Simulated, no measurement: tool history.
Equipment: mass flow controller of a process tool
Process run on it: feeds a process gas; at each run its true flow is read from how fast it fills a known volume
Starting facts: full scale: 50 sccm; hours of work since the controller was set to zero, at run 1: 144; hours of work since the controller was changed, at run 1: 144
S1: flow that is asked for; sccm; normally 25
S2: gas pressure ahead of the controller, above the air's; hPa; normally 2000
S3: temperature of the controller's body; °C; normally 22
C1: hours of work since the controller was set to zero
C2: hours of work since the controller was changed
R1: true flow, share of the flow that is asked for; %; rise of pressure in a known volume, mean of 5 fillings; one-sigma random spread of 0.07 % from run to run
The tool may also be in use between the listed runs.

run 1 hour=0 | S1=25 S2=2000 S3=22 | C1=144 C2=144 | R1=98.75
run 2 hour=44.2 | S1=25 S2=2000 S3=22 | C1=159 C2=159 | R1=98.95
run 3 hour=137.2 | S1=25 S2=1880 S3=22 | C1=191 C2=191 | R1=98.99
run 4 hour=232.4 | S1=25 S2=1880 S3=22 | C1=224 C2=224 | R1=98.89
run 5 hour=323.8 | S1=25 S2=1880 S3=22 | C1=256 C2=256 | R1=98.83
run 6 hour=410.7 | S1=25 S2=1880 S3=22 | C1=286 C2=286 | R1=98.73
run 7 hour=506.5 | S1=25 S2=1880 S3=22 | C1=319 C2=319 | R1=98.86
run 8 hour=587.6 | S1=10 S2=2000 S3=22 | C1=347 C2=347 | R1=97.95
run 9 hour=673.2 | S1=10 S2=2000 S3=22 | C1=376 C2=376 | R1=97.94
run 10 hour=762.6 | S1=10 S2=2000 S3=22 | C1=407 C2=407 | R1=98.05
run 11 hour=824.8 | S1=10 S2=2000 S3=22 | C1=428 C2=428 | R1=97.92
run 12 hour=889.2 | S1=25 S2=1960 S3=22 | C1=450 C2=450 | R1=98.94
run 13 hour=944.2 | S1=25 S2=1960 S3=22 | C1=469 C2=469 | R1=98.81
run 14 hour=1027.4 | S1=25 S2=1960 S3=22 | C1=498 C2=498 | R1=98.78
run 15 hour=1116.5 | S1=25 S2=1960 S3=22 | C1=529 C2=529 | R1=98.83
run 16 hour=1164.2 | S1=25 S2=1960 S3=22 | C1=545 C2=545 | R1=98.81
run 17 hour=1243.6 | S1=25 S2=1960 S3=22 | C1=573 C2=573 | R1=98.82
run 18 hour=1337 | S1=25 S2=1960 S3=22 | C1=605 C2=605 | R1=98.81
run 19 hour=1387.8 | S1=25 S2=1960 S3=22 | C1=622 C2=622 | R1=98.85
run 20 hour=1443.9 | S1=25 S2=2000 S3=22 | C1=642 C2=642 | R1=98.8
run 21 hour=1534.4 | S1=25 S2=2000 S3=22 | C1=673 C2=673 | R1=98.85
run 22 hour=1611.2 | S1=25 S2=2000 S3=38 | C1=699 C2=699 | R1=97.46
run 23 hour=1662.5 | S1=25 S2=2000 S3=38 | C1=717 C2=717 | R1=97.62
run 24 hour=1736.4 | S1=25 S2=2000 S3=38 | C1=742 C2=742 | R1=97.52
run 25 hour=1834 | S1=33 S2=2010 S3=25 | C1=776 C2=776 | R1=99.02
run 26 hour=1914.6 | S1=33 S2=2010 S3=25 | C1=804 C2=804 | R1=98.94
run 27 hour=2007.1 | S1=6 S2=2220 S3=25 | C1=836 C2=836 | R1=97.54
run 28 hour=2075.5 | S1=6 S2=2220 S3=25 | C1=859 C2=859 | R1=97.51
run 29 hour=2162.6 | S1=10 S2=2440 S3=31 | C1=889 C2=889 | R1=97.07
run 30 hour=2247.3 | S1=10 S2=2440 S3=31 | C1=919 C2=919 | R1=97.02
run 31 hour=2301.2 | S1=10 S2=2440 S3=31 | C1=937 C2=937 | R1=97.12
run 32 hour=2400.8 | S1=20 S2=2540 S3=36 | C1=971 C2=971 | R1=97.2
run 33 hour=2491.3 | S1=25 S2=2100 S3=30 | C1=1003 C2=1003 | R1=98.2
run 34 hour=2583.3 | S1=6 S2=2100 S3=26 | C1=1034 C2=1034 | R1=97.35
run 35 hour=2657.5 | S1=6 S2=2100 S3=26 | C1=1060 C2=1060 | R1=97.45
run 36 hour=2726.6 | S1=27 S2=1750 S3=22 | C1=1084 C2=1084 | R1=99.1
run 37 hour=2825.8 | S1=27 S2=1750 S3=22 | C1=1118 C2=1118 | R1=99.05
run 38 hour=2873.4 | S1=28 S2=1750 S3=33 | C1=1134 C2=1134 | R1=98.27
run 39 hour=2919.6 | S1=28 S2=1750 S3=33 | C1=1150 C2=1150 | R1=98.14
run 40 hour=2960.7 | S1=28 S2=1750 S3=33 | C1=1164 C2=1164 | R1=98.21
run 41 hour=3017 | S1=28 S2=1750 S3=33 | C1=1184 C2=1184 | R1=98.15
run 42 hour=3107.2 | S1=28 S2=2660 S3=31 | C1=1215 C2=1215 | R1=98.1
run 43 hour=3180.7 | S1=28 S2=2660 S3=31 | C1=1240 C2=1240 | R1=98.09
run 44 hour=3264.4 | S1=5 S2=2170 S3=22 | C1=1269 C2=1269 | R1=97.57
run 45 hour=3362.3 | S1=8 S2=1470 S3=22 | C1=1303 C2=1303 | R1=98.12
run 46 hour=3456.7 | S1=24 S2=1470 S3=25 | C1=1335 C2=1335 | R1=98.74
run 47 hour=3556.5 | S1=24 S2=1470 S3=25 | C1=1370 C2=1370 | R1=98.79
run 48 hour=3610.4 | S1=24 S2=2000 S3=30 | C1=1388 C2=1388 | R1=98.13

4 options for the next run, each taken on its own from the tool as it stands now. Forecast them:
run A hour=3696.5 | S1=25 S2=1830 S3=36 | C1=1418 C2=1418 | R1=?
run B hour=3696.5 | S1=11 S2=2690 S3=21 | C1=1418 C2=1418 | R1=?
run C hour=3696.5 | S1=19 S2=2000 S3=30 | C1=1418 C2=1418 | R1=?
run D hour=3696.5 | S1=25 S2=2000 S3=34 | C1=1418 C2=1418 | R1=?

run=A R1=97.82
run=B R1=97.8
run=C R1=97.93
run=D R1=97.89
With the hidden condition removed and each run's random variation left untouched, the same runs would have given:
run=A R1=97.82
run=B R1=97.8
run=C R1=97.92
run=D R1=97.89
